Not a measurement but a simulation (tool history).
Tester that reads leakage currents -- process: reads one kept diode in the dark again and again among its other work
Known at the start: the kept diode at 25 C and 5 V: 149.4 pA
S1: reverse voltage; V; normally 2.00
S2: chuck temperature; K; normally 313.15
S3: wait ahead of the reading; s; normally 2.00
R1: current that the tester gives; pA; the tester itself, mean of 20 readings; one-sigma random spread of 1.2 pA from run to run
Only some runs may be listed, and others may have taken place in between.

| run | hour | S1 | S2 | S3 | R1 |
|---|---|---|---|---|---|
| 1 | 0.0 | 2.00 | 313.15 | 2.00 | 391.53 |
| 2 | 125.4 | 2.00 | 313.15 | 2.00 | 389.31 |
| 3 | 205.5 | 2.00 | 313.15 | 2.00 | 389.66 |
| 4 | 297.6 | 2.00 | 313.15 | 2.00 | 390.03 |
| 5 | 419.2 | 2.00 | 313.15 | 2.00 | 387.64 |
| 6 | 535.8 | 2.00 | 313.15 | 2.00 | 384.87 |
| 7 | 620.6 | 2.00 | 313.15 | 0.32 | 387.93 |
| 8 | 718.8 | 2.00 | 313.15 | 0.32 | 384.30 |
| 9 | 786.1 | 2.00 | 333.15 | 0.32 | 1776.91 |
| 10 | 861.0 | 2.00 | 333.15 | 0.32 | 1766.27 |
| 11 | 923.4 | 2.00 | 333.15 | 0.32 | 1772.49 |
| 12 | 1012.9 | 2.00 | 329.15 | 2.00 | 1316.06 |
| 13 | 1092.8 | 2.00 | 313.15 | 2.00 | 379.96 |
| 14 | 1203.7 | 2.00 | 326.15 | 2.00 | 1052.59 |
|  | 1246.3 | probe card cleaned and baked |
| 15 | 1261.9 | 2.00 | 326.15 | 2.00 | 1043.66 |
| 16 | 1351.2 | 2.00 | 326.15 | 2.00 | 1041.37 |
| 17 | 1445.3 | 2.00 | 313.15 | 2.00 | 372.53 |
| 18 | 1562.4 | 2.00 | 313.15 | 2.00 | 374.14 |
| 19 | 1670.7 | 2.00 | 313.15 | 2.00 | 372.80 |
| 20 | 1797.8 | 2.00 | 313.15 | 2.00 | 370.50 |
| 21 | 1852.7 | 16.56 | 297.15 | 2.00 | 189.80 |
| 22 | 1981.3 | 17.60 | 315.15 | 1.75 | 886.78 |
| 23 | 2059.2 | 1.46 | 294.15 | 6.18 | 63.56 |
| 24 | 2131.5 | 5.47 | 312.15 | 0.88 | 470.50 |
| 25 | 2255.7 | 3.78 | 294.15 | 2.00 | 86.93 |
| 26 | 2317.7 | 3.78 | 294.15 | 2.00 | 86.51 |
| 27 | 2436.4 | 5.32 | 294.15 | 2.00 | 95.82 |
| 28 | 2555.6 | 4.67 | 326.15 | 8.44 | 1336.98 |
| 29 | 2657.2 | 4.67 | 326.15 | 8.44 | 1328.64 |
| 30 | 2758.4 | 1.96 | 296.15 | 0.40 | 83.65 |
| 31 | 2815.2 | 1.96 | 296.15 | 0.40 | 83.69 |
| 32 | 2893.2 | 10.04 | 305.15 | 1.44 | 312.92 |
| 33 | 2956.5 | 10.42 | 294.15 | 2.00 | 119.85 |
| 34 | 3064.0 | 10.42 | 294.15 | 2.00 | 119.76 |
| 35 | 3159.5 | 11.43 | 300.15 | 2.00 | 209.89 |
| 36 | 3287.1 | 3.84 | 313.15 | 0.92 | 441.66 |
| 37 | 3372.7 | 8.18 | 304.15 | 6.90 | 264.21 |
| 38 | 3475.5 | 8.18 | 311.15 | 0.93 | 478.67 |
| 39 | 3552.4 | 1.33 | 316.15 | 3.82 | 394.48 |

Consider 4 possible next runs. They are alternatives, not a sequence: every one starts from the tool as it was left by run 39. What does each give?
| A | 3630.9 | 1.60 | 308.15 | 6.86 | ? |
| B | 3630.9 | 1.33 | 316.15 | 4.85 | ? |
| C | 3630.9 | 9.43 | 316.15 | 3.82 | ? |
| D | 3630.9 | 9.11 | 319.15 | 3.82 | ? |

| run | R1 |
|---|---|
| A | 215.61 |
| B | 393.69 |
| C | 745.84 |
| D | 937.87 |
Had the tool no hidden state, the same runs would have come out as:
| run | R1 |
|---|---|
| A | 245.01 |
| B | 444.46 |
| C | 840.33 |
| D | 1054.61 |
